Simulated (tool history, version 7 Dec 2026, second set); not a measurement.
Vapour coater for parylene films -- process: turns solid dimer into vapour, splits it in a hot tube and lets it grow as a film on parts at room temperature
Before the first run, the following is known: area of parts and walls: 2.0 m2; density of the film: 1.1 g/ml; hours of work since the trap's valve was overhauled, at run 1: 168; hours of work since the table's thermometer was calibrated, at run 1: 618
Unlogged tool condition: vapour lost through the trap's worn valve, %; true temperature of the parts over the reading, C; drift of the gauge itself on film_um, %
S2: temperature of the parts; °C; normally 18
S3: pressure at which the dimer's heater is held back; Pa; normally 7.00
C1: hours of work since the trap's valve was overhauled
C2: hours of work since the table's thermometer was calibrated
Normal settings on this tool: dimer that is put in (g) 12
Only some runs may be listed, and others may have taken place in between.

Run 1, hour 0.0: usual settings; C1 168; C2 618. Result: thickness of the film (µm) 3.83.
Run 2, hour 85.9: usual settings; C1 226; C2 676. Result: thickness of the film (µm) 3.72.
Run 3, hour 128.6: usual settings; C1 255; C2 705. Result: thickness of the film (µm) 3.65.
Run 4, hour 209.0: usual settings but S3 2.86 Pa; C1 309; C2 759. Result: thickness of the film (µm) 4.19.
Run 5, hour 283.5: usual settings but S3 2.86 Pa; C1 359; C2 810. Result: thickness of the film (µm) 4.05.
At hour 291.8: table's thermometer calibrated.
Run 6, hour 367.6: usual settings but S3 10.76 Pa; C1 416; C2 51. Result: thickness of the film (µm) 3.39.
Run 7, hour 413.3: usual settings but dimer that is put in (g) 5; C1 447; C2 82. Result: thickness of the film (µm) 1.48.
Run 8, hour 458.5: usual settings but dimer that is put in (g) 8; C1 477; C2 113. Result: thickness of the film (µm) 2.36.
Run 9, hour 523.5: usual settings but dimer that is put in (g) 8; C1 521; C2 157. Result: thickness of the film (µm) 2.30.
Run 10, hour 602.7: usual settings but S3 6.85 Pa; C1 575; C2 210. Result: thickness of the film (µm) 3.41.
At hour 645.6: table's thermometer calibrated, once more.
At hour 677.4: trap's valve overhauled.
Run 11, hour 697.0: usual settings but S3 9.97 Pa; C1 13; C2 32. Result: thickness of the film (µm) 3.82.
Run 12, hour 745.5: usual settings but S3 9.97 Pa; C1 46; C2 65. Result: thickness of the film (µm) 3.84.
Run 13, hour 781.7: usual settings but S3 9.97 Pa; C1 71; C2 89. Result: thickness of the film (µm) 3.75.
Run 14, hour 839.0: usual settings but S2 23 °C; C1 109; C2 128. Result: thickness of the film (µm) 3.11.
Run 15, hour 916.4: usual settings but S2 23 °C; C1 162; C2 181. Result: thickness of the film (µm) 3.06.
Run 16, hour 957.8: usual settings but S2 23 °C; C1 190; C2 209. Result: thickness of the film (µm) 3.02.
Run 17, hour 1014.3: usual settings but S2 23 °C; C1 228; C2 247. Result: thickness of the film (µm) 3.05.
Run 18, hour 1080.2: usual settings but S2 23 °C; C1 273; C2 291. Result: thickness of the film (µm) 2.96.
Run 19, hour 1139.7: usual settings but S2 23 °C; C1 313; C2 332. Result: thickness of the film (µm) 2.92.
Run 20, hour 1184.4: usual settings but S2 23 °C; C1 343; C2 362. Result: thickness of the film (µm) 2.91.
Run 21, hour 1265.8: usual settings but S2 23 °C; C1 398; C2 417. Result: thickness of the film (µm) 2.87.
Run 22, hour 1307.5: usual settings but S2 23 °C; C1 426; C2 445. Result: thickness of the film (µm) 2.83.
Run 23, hour 1348.4: usual settings but S2 23 °C; C1 454; C2 473. Result: thickness of the film (µm) 2.87.
Run 24, hour 1436.7: usual settings but S2 23 °C, S3 2.53 Pa; C1 514; C2 533. Result: thickness of the film (µm) 3.21.
Run 25, hour 1477.6: usual settings but dimer that is put in (g) 6; C1 542; C2 560. Result: thickness of the film (µm) 1.74.
Run 26, hour 1539.5: usual settings but dimer that is put in (g) 7, S2 25 °C, S3 4.41 Pa; C1 583; C2 602. Result: thickness of the film (µm) 1.53.
At hour 1600.6: trap's valve overhauled.
Run 27, hour 1603.0: usual settings but dimer that is put in (g) 9, S3 11.44 Pa; C1 2; C2 643. Result: thickness of the film (µm) 2.84.
Run 28, hour 1644.5: usual settings but dimer that is put in (g) 16, S2 11 °C, S3 3.39 Pa; C1 30; C2 671. Result: thickness of the film (µm) 6.98.
Run 29, hour 1711.1: usual settings but S2 22 °C, S3 5.31 Pa; C1 75; C2 716. Result: thickness of the film (µm) 3.41.
Run 30, hour 1773.5: usual settings but dimer that is put in (g) 16, S2 20 °C, S3 3.52 Pa; C1 117; C2 758. Result: thickness of the film (µm) 5.19.
Run 31, hour 1832.9: usual settings but dimer that is put in (g) 16, S2 20 °C, S3 3.52 Pa; C1 157; C2 798. Result: thickness of the film (µm) 5.09.
At hour 1855.6: table's thermometer calibrated.
Run 32, hour 1923.2: usual settings but dimer that is put in (g) 8, S2 29 °C, S3 2.85 Pa; C1 218; C2 46. Result: thickness of the film (µm) 1.77.
Run 33, hour 2007.8: usual settings but dimer that is put in (g) 8, S2 29 °C, S3 2.85 Pa; C1 275; C2 103. Result: thickness of the film (µm) 1.66.
Run 34, hour 2048.4: usual settings but dimer that is put in (g) 17, S2 15 °C, S3 2.85 Pa; C1 302; C2 131. Result: thickness of the film (µm) 6.81.
Run 35, hour 2089.4: usual settings but dimer that is put in (g) 17, S2 15 °C, S3 2.85 Pa; C1 330; C2 158. Result: thickness of the film (µm) 6.82.
Run 36, hour 2172.3: usual settings but dimer that is put in (g) 17, S2 15 °C, S3 2.85 Pa; C1 386; C2 214. Result: thickness of the film (µm) 6.73.
Run 37, hour 2222.4: usual settings but dimer that is put in (g) 9, S2 17 °C, S3 4.65 Pa; C1 420; C2 248. Result: thickness of the film (µm) 3.02.
Run 38, hour 2285.8: usual settings but dimer that is put in (g) 9, S2 17 °C, S3 4.65 Pa; C1 463; C2 291. Result: thickness of the film (µm) 2.98.
Run 39, hour 2333.9: usual settings but dimer that is put in (g) 9, S2 17 °C, S3 3.11 Pa; C1 496; C2 324. Result: thickness of the film (µm) 3.12.
Run 40, hour 2389.4: usual settings but dimer that is put in (g) 9, S2 17 °C, S3 3.11 Pa; C1 533; C2 361. Result: thickness of the film (µm) 3.07.
Run 41, hour 2425.6: usual settings but dimer that is put in (g) 7, S2 17 °C; C1 558; C2 386. Result: thickness of the film (µm) 2.14.
Run 42, hour 2502.1: usual settings but dimer that is put in (g) 7, S2 20 °C; C1 610; C2 438. Result: thickness of the film (µm) 1.81.
At hour 2527.8: trap's valve overhauled.
Run 43, hour 2586.1: usual settings but dimer that is put in (g) 7, S2 13 °C, S3 2.10 Pa; C1 39; C2 492. Result: thickness of the film (µm) 3.13.
Run 44, hour 2635.8: usual settings but S2 14 °C; C1 73; C2 525. Result: thickness of the film (µm) 4.72.
Run 45, hour 2687.7: usual settings but dimer that is put in (g) 7, S3 10.27 Pa; C1 108; C2 561. Result: thickness of the film (µm) 2.12.

Here are 3 independent what-if runs from the current tool condition. What would each one return?
Run A, hour 2727.9: usual settings but dimer that is put in (g) 7, S3 2.38 Pa; C1 135; C2 588. Result: thickness of the film (µm) ?.
Run B, hour 2727.9: usual settings but dimer that is put in (g) 13, S3 5.01 Pa; C1 135; C2 588. Result: thickness of the film (µm) ?.
Run C, hour 2727.9: usual settings but dimer that is put in (g) 16, S2 15 °C, S3 2.73 Pa; C1 135; C2 588. Result: thickness of the film (µm) ?.

run  thickness of the film (µm)
  A                        2.59
  B                        4.36
  C                        6.73
The same runs, with their run-to-run variation unchanged, on a tool lacking any hidden condition would have given:
run  thickness of the film (µm)
  A                        2.73
  B                        4.58
  C                        7.07
